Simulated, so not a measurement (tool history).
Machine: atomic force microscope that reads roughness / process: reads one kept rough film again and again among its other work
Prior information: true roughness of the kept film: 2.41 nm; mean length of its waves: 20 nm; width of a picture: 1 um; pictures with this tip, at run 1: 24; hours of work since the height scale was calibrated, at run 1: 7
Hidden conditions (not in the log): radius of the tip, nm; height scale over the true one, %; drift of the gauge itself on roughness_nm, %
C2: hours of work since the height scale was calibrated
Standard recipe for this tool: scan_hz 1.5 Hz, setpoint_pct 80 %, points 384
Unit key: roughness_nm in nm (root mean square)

run 1 hour=0 | scan_hz=1.5 setpoint_pct=80 points=384 | pictures_with_this_tip=24 C2=7 | roughness_nm=1.536
run 2 hour=5.5 | scan_hz=1.5 setpoint_pct=80 points=384 | pictures_with_this_tip=37 C2=11 | roughness_nm=1.516
run 3 hour=11.1 | scan_hz=1.5 setpoint_pct=80 points=384 | pictures_with_this_tip=50 C2=15 | roughness_nm=1.485
run 4 hour=19.8 | scan_hz=1.5 setpoint_pct=72 points=384 | pictures_with_this_tip=71 C2=21 | roughness_nm=1.5
run 5 hour=25.9 | scan_hz=1.5 setpoint_pct=72 points=384 | pictures_with_this_tip=85 C2=25 | roughness_nm=1.472
run 6 hour=32.2 | scan_hz=1.5 setpoint_pct=85 points=384 | pictures_with_this_tip=100 C2=30 | roughness_nm=1.309
run 7 hour=36.4 | scan_hz=1.5 setpoint_pct=85 points=384 | pictures_with_this_tip=110 C2=33 | roughness_nm=1.285
run 8 hour=43.5 | scan_hz=1.5 setpoint_pct=62 points=384 | pictures_with_this_tip=127 C2=38 | roughness_nm=1.425
run 9 hour=49.9 | scan_hz=1.5 setpoint_pct=62 points=384 | pictures_with_this_tip=142 C2=42 | roughness_nm=1.392
-- hour=55.9 new tip fitted
run 10 hour=57.5 | scan_hz=1.5 setpoint_pct=62 points=384 | pictures_with_this_tip=3 C2=47 | roughness_nm=1.783
run 11 hour=65.8 | scan_hz=1.5 setpoint_pct=80 points=384 | pictures_with_this_tip=23 C2=53 | roughness_nm=1.572
run 12 hour=73.5 | scan_hz=1.5 setpoint_pct=63 points=384 | pictures_with_this_tip=41 C2=58 | roughness_nm=1.663
run 13 hour=81.7 | scan_hz=1.5 setpoint_pct=63 points=384 | pictures_with_this_tip=60 C2=64 | roughness_nm=1.602
run 14 hour=87.9 | scan_hz=1.5 setpoint_pct=63 points=384 | pictures_with_this_tip=75 C2=68 | roughness_nm=1.568
run 15 hour=95.7 | scan_hz=1.5 setpoint_pct=63 points=384 | pictures_with_this_tip=93 C2=74 | roughness_nm=1.503
run 16 hour=101.1 | scan_hz=1.5 setpoint_pct=63 points=259 | pictures_with_this_tip=106 C2=77 | roughness_nm=1.443
run 17 hour=107.3 | scan_hz=1.17 setpoint_pct=80 points=384 | pictures_with_this_tip=121 C2=82 | roughness_nm=1.359
run 18 hour=111.3 | scan_hz=1.5 setpoint_pct=80 points=384 | pictures_with_this_tip=130 C2=85 | roughness_nm=1.298
run 19 hour=119.3 | scan_hz=1.5 setpoint_pct=80 points=384 | pictures_with_this_tip=149 C2=90 | roughness_nm=1.27
-- hour=122.6 new tip fitted
run 20 hour=126 | scan_hz=1.5 setpoint_pct=80 points=384 | pictures_with_this_tip=8 C2=95 | roughness_nm=1.623
run 21 hour=133.3 | scan_hz=1.5 setpoint_pct=80 points=384 | pictures_with_this_tip=25 C2=100 | roughness_nm=1.557
run 22 hour=140.2 | scan_hz=1.5 setpoint_pct=80 points=384 | pictures_with_this_tip=41 C2=104 | roughness_nm=1.512
run 23 hour=144.3 | scan_hz=1.5 setpoint_pct=80 points=384 | pictures_with_this_tip=51 C2=107 | roughness_nm=1.493
run 24 hour=153.2 | scan_hz=1.5 setpoint_pct=80 points=384 | pictures_with_this_tip=72 C2=114 | roughness_nm=1.433
run 25 hour=161.1 | scan_hz=1.5 setpoint_pct=80 points=384 | pictures_with_this_tip=90 C2=119 | roughness_nm=1.403
run 26 hour=166.9 | scan_hz=2.86 setpoint_pct=65 points=694 | pictures_with_this_tip=104 C2=123 | roughness_nm=1.406
run 27 hour=175.2 | scan_hz=1.5 setpoint_pct=58 points=384 | pictures_with_this_tip=124 C2=129 | roughness_nm=1.466
run 28 hour=181.6 | scan_hz=1.5 setpoint_pct=58 points=384 | pictures_with_this_tip=139 C2=133 | roughness_nm=1.445
run 29 hour=186.5 | scan_hz=3.84 setpoint_pct=72 points=745 | pictures_with_this_tip=150 C2=137 | roughness_nm=1.174
-- hour=189.3 new tip fitted
run 30 hour=193.2 | scan_hz=3.84 setpoint_pct=72 points=745 | pictures_with_this_tip=9 C2=141 | roughness_nm=1.481
run 31 hour=200.2 | scan_hz=3.84 setpoint_pct=72 points=745 | pictures_with_this_tip=25 C2=146 | roughness_nm=1.431
run 32 hour=204.1 | scan_hz=3.84 setpoint_pct=72 points=745 | pictures_with_this_tip=34 C2=149 | roughness_nm=1.417
run 33 hour=209 | scan_hz=2.49 setpoint_pct=66 points=654 | pictures_with_this_tip=46 C2=152 | roughness_nm=1.558
run 34 hour=213 | scan_hz=1.5 setpoint_pct=81 points=284 | pictures_with_this_tip=55 C2=155 | roughness_nm=1.442
run 35 hour=220.1 | scan_hz=1.5 setpoint_pct=81 points=284 | pictures_with_this_tip=72 C2=160 | roughness_nm=1.391
run 36 hour=227.1 | scan_hz=1.5 setpoint_pct=65 points=491 | pictures_with_this_tip=89 C2=165 | roughness_nm=1.52
run 37 hour=231.6 | scan_hz=1.5 setpoint_pct=77 points=491 | pictures_with_this_tip=99 C2=168 | roughness_nm=1.388
run 38 hour=237.6 | scan_hz=1.5 setpoint_pct=77 points=491 | pictures_with_this_tip=114 C2=172 | roughness_nm=1.36
run 39 hour=243.1 | scan_hz=2.19 setpoint_pct=72 points=384 | pictures_with_this_tip=127 C2=176 | roughness_nm=1.308
run 40 hour=248.5 | scan_hz=2.19 setpoint_pct=72 points=384 | pictures_with_this_tip=139 C2=180 | roughness_nm=1.288
run 41 hour=252.3 | scan_hz=2.19 setpoint_pct=72 points=384 | pictures_with_this_tip=148 C2=183 | roughness_nm=1.267
-- hour=255.7 new tip fitted
run 42 hour=258.3 | scan_hz=1.5 setpoint_pct=80 points=384 | pictures_with_this_tip=6 C2=186 | roughness_nm=1.616
run 43 hour=263.8 | scan_hz=1.5 setpoint_pct=80 points=384 | pictures_with_this_tip=19 C2=190 | roughness_nm=1.585
run 44 hour=268.1 | scan_hz=1.7 setpoint_pct=67 points=612 | pictures_with_this_tip=29 C2=193 | roughness_nm=1.656
run 45 hour=276 | scan_hz=1.7 setpoint_pct=67 points=612 | pictures_with_this_tip=48 C2=199 | roughness_nm=1.602
run 46 hour=284.4 | scan_hz=1.7 setpoint_pct=67 points=612 | pictures_with_this_tip=68 C2=205 | roughness_nm=1.552
run 47 hour=288.4 | scan_hz=0.71 setpoint_pct=63 points=479 | pictures_with_this_tip=77 C2=207 | roughness_nm=1.624
run 48 hour=293.2 | scan_hz=0.71 setpoint_pct=63 points=479 | pictures_with_this_tip=88 C2=211 | roughness_nm=1.591
run 49 hour=300.1 | scan_hz=0.71 setpoint_pct=63 points=479 | pictures_with_this_tip=105 C2=216 | roughness_nm=1.541

Hidden state or all else? Some run-to-run changes of roughness_nm, split into what the settings, what came in and random variation would give without the hidden state, and what is left for the hidden state (with any gauge scatter that isn't in both results):
Run 9 -> 10: new tip fitted. roughness_nm +0.391 nm (root mean square): hidden state +0.391, all else +0.
Run 19 -> 20: new tip fitted. roughness_nm +0.353 nm (root mean square): hidden state +0.353, all else +0.
Run 41 -> 42: scan_hz 2.19 -> 1.5, setpoint_pct 72 -> 80, new tip fitted. roughness_nm +0.349 nm (root mean square): hidden state +0.366, all else -0.017.

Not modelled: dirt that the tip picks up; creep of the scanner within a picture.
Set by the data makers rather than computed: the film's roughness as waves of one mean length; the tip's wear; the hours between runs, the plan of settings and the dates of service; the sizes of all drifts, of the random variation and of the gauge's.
